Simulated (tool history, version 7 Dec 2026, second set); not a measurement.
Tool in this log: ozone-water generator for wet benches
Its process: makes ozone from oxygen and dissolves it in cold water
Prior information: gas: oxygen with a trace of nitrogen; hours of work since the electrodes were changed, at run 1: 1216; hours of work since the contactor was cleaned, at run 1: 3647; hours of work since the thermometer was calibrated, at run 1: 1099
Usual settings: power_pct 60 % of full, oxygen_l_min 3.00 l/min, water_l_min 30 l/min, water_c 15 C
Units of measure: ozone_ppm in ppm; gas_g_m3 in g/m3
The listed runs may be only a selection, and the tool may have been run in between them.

| run | hour | power_pct | oxygen_l_min | water_l_min | water_c | hours of work since the electrodes were changed | hours of work since the contactor was cleaned | hours of work since the thermometer was calibrated | ozone_ppm | gas_g_m3 |
|---|---|---|---|---|---|---|---|---|---|---|
| 1 | 0.0 | 60 | 3.00 | 30 | 15 | 1216 | 3647 | 1099 | 8.1 | 183.8 |
| 2 | 28.3 | 60 | 3.00 | 30 | 15 | 1240 | 3671 | 1123 | 8.2 | 184.3 |
| 3 | 61.3 | 60 | 3.00 | 30 | 15 | 1267 | 3699 | 1151 | 8.1 | 183.9 |
| 4 | 109.2 | 69 | 3.00 | 30 | 15 | 1307 | 3738 | 1191 | 9.2 | 200.1 |
| 5 | 141.2 | 60 | 3.00 | 30 | 15 | 1334 | 3765 | 1217 | 8.3 | 183.0 |
| 6 | 165.7 | 60 | 3.00 | 30 | 15 | 1354 | 3786 | 1238 | 8.2 | 185.0 |
| 7 | 192.0 | 60 | 3.00 | 30 | 13 | 1376 | 3808 | 1260 | 8.4 | 183.1 |
| 8 | 212.2 | 60 | 3.00 | 30 | 18 | 1393 | 3825 | 1277 | 8.0 | 183.6 |
| 9 | 255.8 | 60 | 3.00 | 30 | 18 | 1430 | 3861 | 1313 | 8.1 | 182.2 |
|  | 264.0 | contactor cleaned |
| 10 | 296.0 | 60 | 3.00 | 30 | 18 | 1460 | 27 | 1343 | 7.9 | 181.9 |
| 11 | 336.9 | 60 | 3.00 | 30 | 18 | 1494 | 61 | 1377 | 7.9 | 179.2 |
| 12 | 377.5 | 60 | 3.00 | 34 | 18 | 1528 | 95 | 1411 | 7.0 | 180.8 |
| 13 | 423.3 | 60 | 3.00 | 34 | 18 | 1566 | 133 | 1450 | 6.7 | 180.5 |
| 14 | 455.6 | 60 | 3.00 | 30 | 15 | 1593 | 160 | 1477 | 8.0 | 180.2 |
| 15 | 478.4 | 60 | 3.00 | 30 | 15 | 1612 | 179 | 1496 | 8.0 | 182.5 |
|  | 523.8 | contactor cleaned, once more |
| 16 | 529.4 | 60 | 3.00 | 30 | 15 | 1652 | 5 | 1535 | 8.4 | 179.2 |
| 17 | 552.2 | 77 | 1.81 | 20 | 10 | 1671 | 24 | 1554 | 14.5 | 297.5 |
| 18 | 593.6 | 97 | 3.36 | 23 | 10 | 1705 | 58 | 1589 | 15.5 | 227.4 |
| 19 | 638.4 | 97 | 3.36 | 23 | 10 | 1743 | 96 | 1626 | 15.2 | 226.7 |
| 20 | 684.0 | 97 | 3.36 | 35 | 10 | 1781 | 134 | 1664 | 10.0 | 225.2 |
| 21 | 725.5 | 71 | 3.00 | 30 | 11 | 1815 | 168 | 1699 | 9.5 | 200.3 |
| 22 | 757.7 | 79 | 1.81 | 42 | 15 | 1842 | 195 | 1726 | 6.6 | 304.6 |
| 23 | 804.4 | 93 | 3.00 | 30 | 15 | 1881 | 234 | 1765 | 11.2 | 233.4 |
| 24 | 846.6 | 93 | 2.28 | 21 | 15 | 1916 | 270 | 1800 | 15.2 | 284.3 |
| 25 | 888.3 | 43 | 3.48 | 27 | 14 | 1951 | 304 | 1835 | 7.6 | 133.1 |
| 26 | 918.3 | 63 | 3.48 | 27 | 9 | 1976 | 329 | 1860 | 10.1 | 166.2 |
| 27 | 967.2 | 54 | 3.00 | 42 | 9 | 2017 | 370 | 1901 | 5.8 | 168.3 |
| 28 | 987.6 | 77 | 5.16 | 21 | 14 | 2034 | 387 | 1918 | 13.8 | 144.0 |
| 29 | 1014.5 | 77 | 5.16 | 19 | 7 | 2057 | 410 | 1940 | 16.2 | 145.5 |
| 30 | 1042.5 | 54 | 5.16 | 40 | 10 | 2080 | 433 | 1963 | 6.3 | 116.6 |
| 31 | 1087.3 | 54 | 5.16 | 40 | 10 | 2117 | 471 | 2001 | 6.4 | 115.7 |
| 32 | 1122.0 | 60 | 2.43 | 33 | 18 | 2146 | 500 | 2030 | 7.2 | 206.5 |

5 ways to go on from here, each from the tool as it stands after run 32. What would each give?
| A | 1156.3 | 70 | 2.48 | 33 | 12 | 2175 | 528 | 2058 | ? | ? |
| B | 1156.3 | 57 | 3.00 | 20 | 18 | 2175 | 528 | 2058 | ? | ? |
| C | 1156.3 | 60 | 2.43 | 33 | 12 | 2175 | 528 | 2058 | ? | ? |
| D | 1156.3 | 93 | 2.28 | 26 | 15 | 2175 | 528 | 2058 | ? | ? |
| E | 1156.3 | 70 | 1.66 | 47 | 18 | 2175 | 528 | 2058 | ? | ? |

| run | ozone_ppm | gas_g_m3 |
|---|---|---|
| A | 8.2 | 224.9 |
| B | 11.7 | 172.6 |
| C | 7.5 | 206.6 |
| D | 12.3 | 279.6 |
| E | 5.0 | 294.5 |
With no hidden state in the tool, these same runs would have given:
| run | ozone_ppm | gas_g_m3 |
|---|---|---|
| A | 8.8 | 238.0 |
| B | 12.5 | 181.4 |
| C | 8.0 | 217.4 |
| D | 13.3 | 298.9 |
| E | 5.4 | 311.7 |
